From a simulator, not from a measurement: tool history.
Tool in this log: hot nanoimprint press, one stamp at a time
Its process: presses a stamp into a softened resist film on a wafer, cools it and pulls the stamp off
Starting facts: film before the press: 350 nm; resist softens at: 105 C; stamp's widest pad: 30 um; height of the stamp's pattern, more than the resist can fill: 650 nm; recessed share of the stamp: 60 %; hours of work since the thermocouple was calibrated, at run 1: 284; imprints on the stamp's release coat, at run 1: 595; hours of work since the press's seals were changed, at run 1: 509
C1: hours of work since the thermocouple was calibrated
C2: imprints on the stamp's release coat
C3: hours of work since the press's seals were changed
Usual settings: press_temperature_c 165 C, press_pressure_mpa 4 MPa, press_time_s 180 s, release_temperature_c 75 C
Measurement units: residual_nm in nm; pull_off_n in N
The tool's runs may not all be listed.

run 1 hour=0 | press_temperature_c=165 press_pressure_mpa=4 press_time_s=180 release_temperature_c=75 | C1=284 C2=595 C3=509 | residual_nm=187.7 pull_off_n=171
run 2 hour=48.9 | press_temperature_c=165 press_pressure_mpa=4 press_time_s=199 release_temperature_c=75 | C1=306 C2=724 C3=530 | residual_nm=181.9 pull_off_n=168
run 3 hour=101.3 | press_temperature_c=165 press_pressure_mpa=2.86 press_time_s=180 release_temperature_c=75 | C1=329 C2=862 C3=554 | residual_nm=211.7 pull_off_n=171
run 4 hour=125.5 | press_temperature_c=172 press_pressure_mpa=2.86 press_time_s=180 release_temperature_c=75 | C1=340 C2=925 C3=564 | residual_nm=142.3 pull_off_n=173
run 5 hour=172.2 | press_temperature_c=165 press_pressure_mpa=4 press_time_s=180 release_temperature_c=68 | C1=361 C2=1048 C3=585 | residual_nm=188.7 pull_off_n=182
run 6 hour=210.6 | press_temperature_c=165 press_pressure_mpa=4 press_time_s=180 release_temperature_c=68 | C1=378 C2=1149 C3=602 | residual_nm=188.3 pull_off_n=183
-- hour=220.4 stamp cleaned and given a new release coat
run 7 hour=259.2 | press_temperature_c=177 press_pressure_mpa=4 press_time_s=180 release_temperature_c=68 | C1=397 C2=102 C3=621 | residual_nm=92.3 pull_off_n=185
run 8 hour=299.5 | press_temperature_c=177 press_pressure_mpa=4 press_time_s=180 release_temperature_c=68 | C1=415 C2=208 C3=639 | residual_nm=93.1 pull_off_n=178
run 9 hour=331.9 | press_temperature_c=177 press_pressure_mpa=4 press_time_s=180 release_temperature_c=68 | C1=429 C2=293 C3=654 | residual_nm=91.8 pull_off_n=187
run 10 hour=379.5 | press_temperature_c=177 press_pressure_mpa=4 press_time_s=180 release_temperature_c=68 | C1=450 C2=418 C3=675 | residual_nm=93.4 pull_off_n=183
run 11 hour=408.6 | press_temperature_c=177 press_pressure_mpa=4 press_time_s=180 release_temperature_c=68 | C1=463 C2=495 C3=688 | residual_nm=93.4 pull_off_n=183
run 12 hour=459.8 | press_temperature_c=177 press_pressure_mpa=4 press_time_s=180 release_temperature_c=68 | C1=486 C2=629 C3=711 | residual_nm=92.6 pull_off_n=184
run 13 hour=502.6 | press_temperature_c=165 press_pressure_mpa=5.49 press_time_s=180 release_temperature_c=75 | C1=505 C2=742 C3=730 | residual_nm=170.2 pull_off_n=168
run 14 hour=555.4 | press_temperature_c=165 press_pressure_mpa=5.49 press_time_s=180 release_temperature_c=75 | C1=528 C2=881 C3=753 | residual_nm=168 pull_off_n=167
run 15 hour=578.3 | press_temperature_c=165 press_pressure_mpa=5.49 press_time_s=180 release_temperature_c=75 | C1=539 C2=941 C3=763 | residual_nm=168.2 pull_off_n=169
-- hour=607.9 plate thermocouple calibrated
run 16 hour=627.7 | press_temperature_c=165 press_pressure_mpa=5.49 press_time_s=180 release_temperature_c=75 | C1=9 C2=1063 C3=784 | residual_nm=168.5 pull_off_n=171
-- hour=668.6 stamp cleaned and given a new release coat
run 17 hour=668.6 | press_temperature_c=169 press_pressure_mpa=5.49 press_time_s=180 release_temperature_c=79 | C1=24 C2=0 C3=800 | residual_nm=132.1 pull_off_n=164
run 18 hour=715.7 | press_temperature_c=165 press_pressure_mpa=2.61 press_time_s=114 release_temperature_c=75 | C1=45 C2=123 C3=820 | residual_nm=253.1 pull_off_n=171
run 19 hour=746.4 | press_temperature_c=153 press_pressure_mpa=4 press_time_s=146 release_temperature_c=67 | C1=59 C2=204 C3=834 | residual_nm=320.7 pull_off_n=182
-- hour=784.1 press's hydraulic seals changed and the load cell set to zero
run 20 hour=784.1 | press_temperature_c=169 press_pressure_mpa=2.78 press_time_s=193 release_temperature_c=67 | C1=72 C2=282 C3=0 | residual_nm=170.3 pull_off_n=185
run 21 hour=837.7 | press_temperature_c=165 press_pressure_mpa=4 press_time_s=180 release_temperature_c=77 | C1=96 C2=423 C3=24 | residual_nm=190.4 pull_off_n=165
run 22 hour=880 | press_temperature_c=165 press_pressure_mpa=4 press_time_s=165 release_temperature_c=69 | C1=115 C2=534 C3=43 | residual_nm=197.7 pull_off_n=183
run 23 hour=910.3 | press_temperature_c=165 press_pressure_mpa=4 press_time_s=165 release_temperature_c=69 | C1=128 C2=614 C3=56 | residual_nm=198.5 pull_off_n=177
run 24 hour=951.2 | press_temperature_c=165 press_pressure_mpa=3.78 press_time_s=354 release_temperature_c=69 | C1=147 C2=722 C3=74 | residual_nm=150.8 pull_off_n=180
run 25 hour=984.6 | press_temperature_c=165 press_pressure_mpa=3.78 press_time_s=354 release_temperature_c=69 | C1=161 C2=809 C3=89 | residual_nm=151 pull_off_n=176
run 26 hour=1035.2 | press_temperature_c=165 press_pressure_mpa=3.78 press_time_s=354 release_temperature_c=69 | C1=184 C2=942 C3=112 | residual_nm=150.3 pull_off_n=183
run 27 hour=1074.5 | press_temperature_c=167 press_pressure_mpa=2.61 press_time_s=97 release_temperature_c=68 | C1=201 C2=1045 C3=129 | residual_nm=242.7 pull_off_n=183
-- hour=1109.3 gauge calibrated
-- hour=1124.6 stamp cleaned and given a new release coat
run 28 hour=1127.8 | press_temperature_c=165 press_pressure_mpa=4 press_time_s=124 release_temperature_c=75 | C1=222 C2=9 C3=150 | residual_nm=213.2 pull_off_n=171
run 29 hour=1153.6 | press_temperature_c=165 press_pressure_mpa=4 press_time_s=124 release_temperature_c=75 | C1=234 C2=77 C3=162 | residual_nm=212 pull_off_n=168
run 30 hour=1197 | press_temperature_c=164 press_pressure_mpa=4 press_time_s=120 release_temperature_c=75 | C1=253 C2=191 C3=181 | residual_nm=224.1 pull_off_n=167

Alternative continuations, all from the tool just after run 30; predict every row:
run A hour=1244.5 | press_temperature_c=164 press_pressure_mpa=4 press_time_s=267 release_temperature_c=74 | C1=274 C2=316 C3=202 | residual_nm=? pull_off_n=?
run B hour=1244.5 | press_temperature_c=170 press_pressure_mpa=4 press_time_s=120 release_temperature_c=67 | C1=274 C2=316 C3=202 | residual_nm=? pull_off_n=?
run C hour=1244.5 | press_temperature_c=173 press_pressure_mpa=4 press_time_s=274 release_temperature_c=83 | C1=274 C2=316 C3=202 | residual_nm=? pull_off_n=?

run=A residual_nm=172.9 pull_off_n=171
run=B residual_nm=165.8 pull_off_n=189
run=C residual_nm=97 pull_off_n=158
Without the tool's unlogged condition, the same runs would have read:
run=A residual_nm=172.2 pull_off_n=171
run=B residual_nm=165.1 pull_off_n=188
run=C residual_nm=96.6 pull_off_n=158
